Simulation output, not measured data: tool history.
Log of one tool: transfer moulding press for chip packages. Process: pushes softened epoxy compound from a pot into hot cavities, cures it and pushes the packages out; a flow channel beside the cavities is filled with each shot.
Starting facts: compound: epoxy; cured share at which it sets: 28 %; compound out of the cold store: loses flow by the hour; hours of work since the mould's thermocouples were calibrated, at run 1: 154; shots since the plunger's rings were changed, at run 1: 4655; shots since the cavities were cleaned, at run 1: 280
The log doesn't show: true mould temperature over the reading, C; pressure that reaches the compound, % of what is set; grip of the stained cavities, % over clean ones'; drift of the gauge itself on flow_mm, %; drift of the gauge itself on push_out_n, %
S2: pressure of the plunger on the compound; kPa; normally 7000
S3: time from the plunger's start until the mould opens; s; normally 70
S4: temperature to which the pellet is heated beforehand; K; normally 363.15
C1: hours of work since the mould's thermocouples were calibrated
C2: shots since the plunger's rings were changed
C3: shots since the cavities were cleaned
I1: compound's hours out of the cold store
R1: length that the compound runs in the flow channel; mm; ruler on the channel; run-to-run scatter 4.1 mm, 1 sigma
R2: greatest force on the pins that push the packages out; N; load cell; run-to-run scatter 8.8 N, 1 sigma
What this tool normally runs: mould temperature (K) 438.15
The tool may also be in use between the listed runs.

run 1 day=0.000 | mould_temperature_(K)=438.15 S2=7000 S3=70 S4=363.15 | C1=154 C2=4655 C3=280 | I1=26.9 | R1=711 R2=530
-- day=1.421 cavities cleaned with cleaning compound and waxed
-- day=2.533 plunger's sealing rings changed
run 2 day=2.933 | mould_temperature_(K)=438.15 S2=7000 S3=70 S4=363.15 | C1=182 C2=84 C3=295 | I1=40.6 | R1=700 R2=531
-- day=4.438 cavities cleaned with cleaning compound and waxed
run 3 day=4.858 | mould_temperature_(K)=438.15 S2=7000 S3=70 S4=363.15 | C1=200 C2=475 C3=89 | I1=42.4 | R1=702 R2=460
-- day=7.417 cavities cleaned with cleaning compound and waxed
run 4 day=7.783 | mould_temperature_(K)=438.15 S2=7000 S3=70 S4=363.15 | C1=229 C2=1074 C3=76 | I1=16.8 | R1=746 R2=473
run 5 day=9.054 | mould_temperature_(K)=438.15 S2=7000 S3=70 S4=363.15 | C1=241 C2=1340 C3=342 | I1=35.4 | R1=710 R2=542
-- day=10.292 cavities cleaned with cleaning compound and waxed
run 6 day=11.183 | mould_temperature_(K)=438.15 S2=7000 S3=70 S4=363.15 | C1=262 C2=1774 C3=187 | I1=22.1 | R1=738 R2=515
-- day=13.175 cavities cleaned with cleaning compound and waxed
run 7 day=13.879 | mould_temperature_(K)=438.15 S2=7000 S3=70 S4=363.15 | C1=288 C2=2325 C3=147 | I1=44.4 | R1=688 R2=455
-- day=15.992 cavities cleaned with cleaning compound and waxed
run 8 day=16.958 | mould_temperature_(K)=438.15 S2=7000 S3=70 S4=363.15 | C1=318 C2=2957 C3=202 | I1=25.3 | R1=719 R2=505
-- day=18.846 cavities cleaned with cleaning compound and waxed
run 9 day=19.900 | mould_temperature_(K)=438.15 S2=7000 S3=70 S4=363.15 | C1=347 C2=3561 C3=221 | I1=38.0 | R1=688 R2=534
-- day=21.792 cavities cleaned with cleaning compound and waxed
run 10 day=22.354 | mould_temperature_(K)=438.15 S2=7970 S3=70 S4=363.15 | C1=370 C2=4062 C3=118 | I1=45.4 | R1=717 R2=455
-- day=24.579 cavities cleaned with cleaning compound and waxed
run 11 day=24.579 | mould_temperature_(K)=446.15 S2=7000 S3=70 S4=363.15 | C1=392 C2=4515 C3=0 | I1=47.0 | R1=657 R2=284
-- day=25.846 mould's thermocouples calibrated
run 12 day=26.925 | mould_temperature_(K)=446.15 S2=7000 S3=70 S4=363.15 | C1=11 C2=4989 C3=474 | I1=23.0 | R1=699 R2=404
-- day=27.475 cavities cleaned with cleaning compound and waxed
-- day=27.971 plunger's sealing rings changed
run 13 day=29.488 | mould_temperature_(K)=446.15 S2=7000 S3=70 S4=363.15 | C1=35 C2=317 C3=400 | I1=10.9 | R1=741 R2=411
-- day=30.488 cavities cleaned with cleaning compound and waxed
run 14 day=31.788 | mould_temperature_(K)=446.15 S2=7000 S3=70 S4=363.15 | C1=57 C2=786 C3=272 | I1=47.9 | R1=670 R2=374
-- day=33.250 cavities cleaned with cleaning compound and waxed
run 15 day=33.625 | mould_temperature_(K)=436.15 S2=5410 S3=70 S4=363.15 | C1=74 C2=1158 C3=79 | I1=26.1 | R1=647 R2=500
run 16 day=35.500 | mould_temperature_(K)=438.15 S2=7000 S3=70 S4=360.15 | C1=93 C2=1551 C3=472 | I1=13.7 | R1=747 R2=585
-- day=36.050 cavities cleaned with cleaning compound and waxed
run 17 day=38.300 | mould_temperature_(K)=434.15 S2=5980 S3=70 S4=366.15 | C1=120 C2=2124 C3=471 | I1=47.1 | R1=640 R2=711
-- day=38.929 cavities cleaned with cleaning compound and waxed
run 18 day=40.196 | mould_temperature_(K)=446.15 S2=5970 S3=72 S4=371.15 | C1=139 C2=2509 C3=266 | I1=26.0 | R1=643 R2=365
-- day=41.696 cavities cleaned with cleaning compound and waxed
run 19 day=42.850 | mould_temperature_(K)=438.15 S2=7000 S3=69 S4=371.15 | C1=164 C2=3052 C3=242 | I1=23.1 | R1=720 R2=510
-- day=44.629 cavities cleaned with cleaning compound and waxed
run 20 day=45.075 | mould_temperature_(K)=438.15 S2=7000 S3=69 S4=371.15 | C1=186 C2=3505 C3=94 | I1=9.6 | R1=743 R2=455
-- day=47.475 cavities cleaned with cleaning compound and waxed
run 21 day=47.646 | mould_temperature_(K)=438.15 S2=7000 S3=69 S4=371.15 | C1=211 C2=4030 C3=35 | I1=45.5 | R1=677 R2=402
run 22 day=49.912 | mould_temperature_(K)=435.15 S2=7040 S3=69 S4=371.15 | C1=233 C2=4506 C3=511 | I1=46.8 | R1=672 R2=672
-- day=50.450 cavities cleaned with cleaning compound and waxed
run 23 day=52.662 | mould_temperature_(K)=435.15 S2=5220 S3=101 S4=371.15 | C1=260 C2=5069 C3=464 | I1=27.6 | R1=614 R2=383
-- day=53.033 plunger's sealing rings changed
-- day=53.512 cavities cleaned with cleaning compound and waxed
run 24 day=55.158 | mould_temperature_(K)=431.15 S2=5220 S3=101 S4=359.15 | C1=283 C2=432 C3=345 | I1=32.1 | R1=635 R2=417
-- day=56.329 cavities cleaned with cleaning compound and waxed
run 25 day=57.100 | mould_temperature_(K)=435.15 S2=7000 S3=70 S4=353.15 | C1=302 C2=825 C3=161 | I1=9.8 | R1=773 R2=638

Alternative continuations, all from the tool just after run 25; predict every row:
run A day=58.779 | mould_temperature_(K)=443.15 S2=7000 S3=70 S4=353.15 | C1=319 C2=1178 C3=514 | I1=41.8 | R1=? R2=?
run B day=58.779 | mould_temperature_(K)=435.15 S2=8590 S3=53 S4=367.15 | C1=319 C2=1178 C3=514 | I1=39.2 | R1=? R2=?
run C day=58.779 | mould_temperature_(K)=436.15 S2=8150 S3=70 S4=353.15 | C1=319 C2=1178 C3=514 | I1=8.5 | R1=? R2=?

run=A R1=691 R2=446
run=B R1=789 R2=1330
run=C R1=828 R2=739
The same runs, with their run-to-run variation unchanged, on a tool lacking any hidden condition would have given:
run=A R1=698 R2=309
run=B R1=797 R2=922
run=C R1=836 R2=520
